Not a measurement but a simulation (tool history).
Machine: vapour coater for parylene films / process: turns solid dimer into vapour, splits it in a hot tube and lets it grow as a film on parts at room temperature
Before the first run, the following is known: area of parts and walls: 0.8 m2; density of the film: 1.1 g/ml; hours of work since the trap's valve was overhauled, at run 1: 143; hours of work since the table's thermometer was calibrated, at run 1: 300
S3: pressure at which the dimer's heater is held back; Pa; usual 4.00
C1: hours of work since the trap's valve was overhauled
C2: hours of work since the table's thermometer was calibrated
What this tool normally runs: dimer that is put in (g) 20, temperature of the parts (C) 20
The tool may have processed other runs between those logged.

run 1 hour=0.0 | dimer_that_is_put_in_(g)=20 temperature_of_the_parts_(C)=20 S3=4.00 | C1=143 C2=300 | thickness_of_the_film_(um)=14.07
run 2 hour=16.3 | dimer_that_is_put_in_(g)=20 temperature_of_the_parts_(C)=20 S3=5.51 | C1=154 C2=311 | thickness_of_the_film_(um)=12.90
run 3 hour=31.2 | dimer_that_is_put_in_(g)=20 temperature_of_the_parts_(C)=17 S3=5.51 | C1=164 C2=321 | thickness_of_the_film_(um)=13.91
run 4 hour=43.2 | dimer_that_is_put_in_(g)=26 temperature_of_the_parts_(C)=20 S3=4.00 | C1=172 C2=329 | thickness_of_the_film_(um)=18.25
run 5 hour=58.5 | dimer_that_is_put_in_(g)=26 temperature_of_the_parts_(C)=20 S3=4.00 | C1=183 C2=340 | thickness_of_the_film_(um)=18.29
run 6 hour=71.6 | dimer_that_is_put_in_(g)=26 temperature_of_the_parts_(C)=20 S3=4.00 | C1=192 C2=349 | thickness_of_the_film_(um)=18.13
-- hour=73.7 table's thermometer calibrated
run 7 hour=83.9 | dimer_that_is_put_in_(g)=26 temperature_of_the_parts_(C)=20 S3=4.00 | C1=199 C2=7 | thickness_of_the_film_(um)=18.08
run 8 hour=104.7 | dimer_that_is_put_in_(g)=26 temperature_of_the_parts_(C)=20 S3=4.00 | C1=214 C2=21 | thickness_of_the_film_(um)=18.11
run 9 hour=124.5 | dimer_that_is_put_in_(g)=26 temperature_of_the_parts_(C)=20 S3=4.00 | C1=227 C2=35 | thickness_of_the_film_(um)=18.19
run 10 hour=146.1 | dimer_that_is_put_in_(g)=20 temperature_of_the_parts_(C)=20 S3=4.00 | C1=242 C2=50 | thickness_of_the_film_(um)=13.98
run 11 hour=163.2 | dimer_that_is_put_in_(g)=20 temperature_of_the_parts_(C)=20 S3=4.00 | C1=254 C2=61 | thickness_of_the_film_(um)=14.00
run 12 hour=171.9 | dimer_that_is_put_in_(g)=18 temperature_of_the_parts_(C)=16 S3=9.36 | C1=260 C2=67 | thickness_of_the_film_(um)=11.09
-- hour=185.0 table's thermometer calibrated, once more
run 13 hour=191.2 | dimer_that_is_put_in_(g)=22 temperature_of_the_parts_(C)=12 S3=4.00 | C1=272 C2=4 | thickness_of_the_film_(um)=18.04
run 14 hour=206.0 | dimer_that_is_put_in_(g)=20 temperature_of_the_parts_(C)=20 S3=6.05 | C1=282 C2=14 | thickness_of_the_film_(um)=12.38
run 15 hour=224.0 | dimer_that_is_put_in_(g)=35 temperature_of_the_parts_(C)=20 S3=6.05 | C1=295 C2=27 | thickness_of_the_film_(um)=21.68
run 16 hour=243.1 | dimer_that_is_put_in_(g)=23 temperature_of_the_parts_(C)=18 S3=9.39 | C1=308 C2=40 | thickness_of_the_film_(um)=13.32
run 17 hour=258.2 | dimer_that_is_put_in_(g)=34 temperature_of_the_parts_(C)=27 S3=3.02 | C1=318 C2=50 | thickness_of_the_film_(um)=21.08
run 18 hour=274.5 | dimer_that_is_put_in_(g)=34 temperature_of_the_parts_(C)=27 S3=3.02 | C1=329 C2=61 | thickness_of_the_film_(um)=21.18
-- hour=283.9 trap's valve overhauled
run 19 hour=298.5 | dimer_that_is_put_in_(g)=18 temperature_of_the_parts_(C)=27 S3=4.00 | C1=10 C2=75 | thickness_of_the_film_(um)=10.96
run 20 hour=309.6 | dimer_that_is_put_in_(g)=18 temperature_of_the_parts_(C)=27 S3=4.00 | C1=18 C2=83 | thickness_of_the_film_(um)=11.07
run 21 hour=324.6 | dimer_that_is_put_in_(g)=18 temperature_of_the_parts_(C)=26 S3=4.00 | C1=28 C2=93 | thickness_of_the_film_(um)=11.26

4 options for the next run, each taken on its own from the tool as it stands now. Forecast them:
run A hour=345.1 | dimer_that_is_put_in_(g)=18 temperature_of_the_parts_(C)=26 S3=6.55 | C1=42 C2=107 | thickness_of_the_film_(um)=?
run B hour=345.1 | dimer_that_is_put_in_(g)=35 temperature_of_the_parts_(C)=17 S3=4.00 | C1=42 C2=107 | thickness_of_the_film_(um)=?
run C hour=345.1 | dimer_that_is_put_in_(g)=14 temperature_of_the_parts_(C)=20 S3=9.33 | C1=42 C2=107 | thickness_of_the_film_(um)=?
run D hour=345.1 | dimer_that_is_put_in_(g)=25 temperature_of_the_parts_(C)=15 S3=10.24 | C1=42 C2=107 | thickness_of_the_film_(um)=?

run=A thickness_of_the_film_(um)=10.00
run=B thickness_of_the_film_(um)=26.88
run=C thickness_of_the_film_(um)=8.16
run=D thickness_of_the_film_(um)=15.90
Had the tool no hidden state, the same runs would have come out as:
run=A thickness_of_the_film_(um)=10.01
run=B thickness_of_the_film_(um)=26.90
run=C thickness_of_the_film_(um)=8.17
run=D thickness_of_the_film_(um)=15.91
